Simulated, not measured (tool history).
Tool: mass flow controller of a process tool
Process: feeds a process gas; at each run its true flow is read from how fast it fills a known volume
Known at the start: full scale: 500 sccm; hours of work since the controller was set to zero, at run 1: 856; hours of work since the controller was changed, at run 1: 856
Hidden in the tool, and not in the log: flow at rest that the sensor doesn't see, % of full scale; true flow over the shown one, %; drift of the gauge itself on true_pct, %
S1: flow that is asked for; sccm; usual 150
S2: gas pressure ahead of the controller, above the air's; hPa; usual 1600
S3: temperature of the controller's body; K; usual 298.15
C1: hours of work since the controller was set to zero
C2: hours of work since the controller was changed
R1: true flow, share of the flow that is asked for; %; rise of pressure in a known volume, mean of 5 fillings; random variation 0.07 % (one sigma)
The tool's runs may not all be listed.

run      day   S1    S2      S3    C1    C2      R1
  1    0.000  150  1600  298.15   856   856   98.50
  2   14.992  150  1600  298.15  1074  1074   98.37
  3   34.442  150  1600  298.15  1356  1356   98.26
  4   42.808  150  1600  298.15  1477  1477   98.20
  5   52.879  150  1600  304.15  1623  1623   97.74
  6   64.000  150  1600  304.15  1784  1784   97.53
  7   73.383  150  1600  304.15  1920  1920   97.59
  8   85.354  365  1600  304.15  2094  2094   98.00
  9   97.704  365  1600  309.15  2273  2273   97.46
 10  117.450  365  1600  309.15  2559  2559   97.25
 11  137.529  365  1600  309.15  2850  2850   97.15
 12  155.467  229  1600  298.15  3110  3110   98.00
 13  173.200  150  1600  298.15  3367  3367   98.01
 14  192.083  150  1600  298.15  3641  3641   97.90
 15  207.992  150  1600  298.15  3871  3871   97.79
 16  219.096  150  1600  298.15  4032  4032   97.72
 17  235.383  150  1600  298.15  4268  4268   97.70
 18  243.650  150  1600  298.15  4388  4388   97.64
 19  261.325  150  1600  298.15  4644  4644   97.63
 20  273.958  379  1600  298.15  4828  4828   97.68
 21  285.188  143  1600  307.15  4990  4990   96.76
 22  299.425  143  1600  307.15  5197  5197   96.70
 23  308.167  177  2520  295.15  5323  5323   98.43
 24  320.958  177  2520  295.15  5509  5509   98.25
 25  331.750  177  1920  295.15  5665  5665   97.85
 26  344.896  150  2010  308.15  5856  5856   96.75
 27  354.238  330  2040  293.15  5991  5991   97.94
 28  365.079  330  2520  312.15  6148  6148   96.56
 29  374.188  150  2580  312.15  6280  6280   96.70
 30  389.062   55  2580  298.15  6496  6496  100.32
 31  402.358   55  2090  298.15  6689  6689   99.92
 32  412.250   55  2090  298.15  6832  6832  100.05
 33  420.967  242  1450  300.15  6958  6958   96.47
 34  429.942  150  1400  303.15  7089  7089   96.53
 35  438.746  150  1600  300.15  7216  7216   96.94
 36  458.921  217  2180  300.15  7509  7509   97.11
 37  478.771  217  2180  300.15  7796  7796   96.93
     487.908  -- controller exchanged for a calibrated one
 38  487.908  217  2180  300.15     0     0   99.14
 39  503.533  217  2180  300.15   226   226   99.18

Some steps in R1 between neighbouring runs. How much of each would the tool show without its hidden state too (settings, what came in, random variation), and how much is left for the hidden state, with any gauge scatter that isn't in both results?
Run 29 -> 30: S1 150 -> 55, S3 312.15 -> 298.15. R1 +3.62 %: hidden state +2.60, all else +1.02.
Run 32 -> 33: S1 55 -> 242, S2 2090 -> 1450, S3 298.15 -> 300.15. R1 -3.58 %: hidden state -3.43, all else -0.15.
Run 37 -> 38: controller exchanged for a calibrated one. R1 +2.21 %: hidden state +2.20, all else +0.01.
